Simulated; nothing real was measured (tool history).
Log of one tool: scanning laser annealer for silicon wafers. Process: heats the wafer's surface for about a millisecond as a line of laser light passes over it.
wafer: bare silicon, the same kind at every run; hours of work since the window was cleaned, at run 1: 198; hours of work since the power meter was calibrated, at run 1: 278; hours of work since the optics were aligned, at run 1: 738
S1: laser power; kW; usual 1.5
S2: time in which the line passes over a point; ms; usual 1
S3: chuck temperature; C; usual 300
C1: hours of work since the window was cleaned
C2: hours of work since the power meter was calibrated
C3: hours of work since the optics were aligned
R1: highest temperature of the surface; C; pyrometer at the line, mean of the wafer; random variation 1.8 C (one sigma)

run    hour     S1    S2   S3   C1    C2   C3    R1
  1       0    1.5     1  300  198   278  738  1028
  2    33.4    1.5     1  328  220   301  760  1054
  3    90.3    1.5     1  300  258   339  798  1030
  4   117.1    1.5     1  300  277   357  817  1024
  5   143.9    1.5     1  300  295   375  835  1025
  6   206.1    1.5  0.89  300  337   417  877   976
  7   267.8    1.5  0.89  300  378   459  918   973
      282.4  -- optics aligned, line set to its width
  8     327    1.5  0.89  300  415   495   30   973
  9   363.6    1.5  0.89  300  440   520   55   977
 10   423.3    1.5  0.89  300  480   560   95   973
 11   456.5    1.5  0.72  300  502   583  118   896
 12   503.1    1.5  0.72  300  534   614  149   892
 13     546    1.5  0.72  300  563   643  178   895
 14   574.7  1.549  0.72  300  582   662  197   908
 15   634.6    1.5     1  300  622   703  238  1015
 16   696.5    1.5     1  300  664   745  279  1012
 17   749.7    1.5     1  300  700   780  315  1012
 18   794.5    1.5     1  300  730   811  346  1008
 19   847.5    1.5     1  300  766   846  381  1009
 20   907.3    1.5     1  271  806   887  422   976
 21   950.4    1.5  0.76  300  835   916  451   898
      982.3  -- window over the wafer cleaned
 22  1011.9    1.5  1.21  307   20   956  491  1123
 23    1070    1.5  1.21  307   59   995  530  1120
 24  1116.5    1.5  1.21  307   91  1027  561  1120
 25  1157.4    1.5  1.21  307  118  1054  589  1117
 26  1196.5    1.5  1.21  307  145  1080  615  1120
 27  1229.7  1.409  0.74  286  167  1103  638   854
 28  1287.1  1.409  0.74  286  206  1142  677   855
 29  1313.8  1.409  0.74  286  224  1160  695   854
 30  1351.6  1.409  0.74  275  249  1185  720   841
 31  1414.6  1.542  0.74  313  292  1228  763   928
 32  1447.9  1.429  1.19  294  314  1250  785  1051
 33  1492.9  1.429   0.8  300  345  1281  815   897
 34  1541.1  1.322   0.8  300  377  1313  848   851
 35  1595.9  1.322  1.21  328  414  1350  885  1032

Run 36 comes next. What will it give?
 36  1624.7  1.616  1.04  328  433  1369  904   ?

Run 36 gave R1 1111 C.
Without the tool's hidden state the same run would have given R1 1146 C.
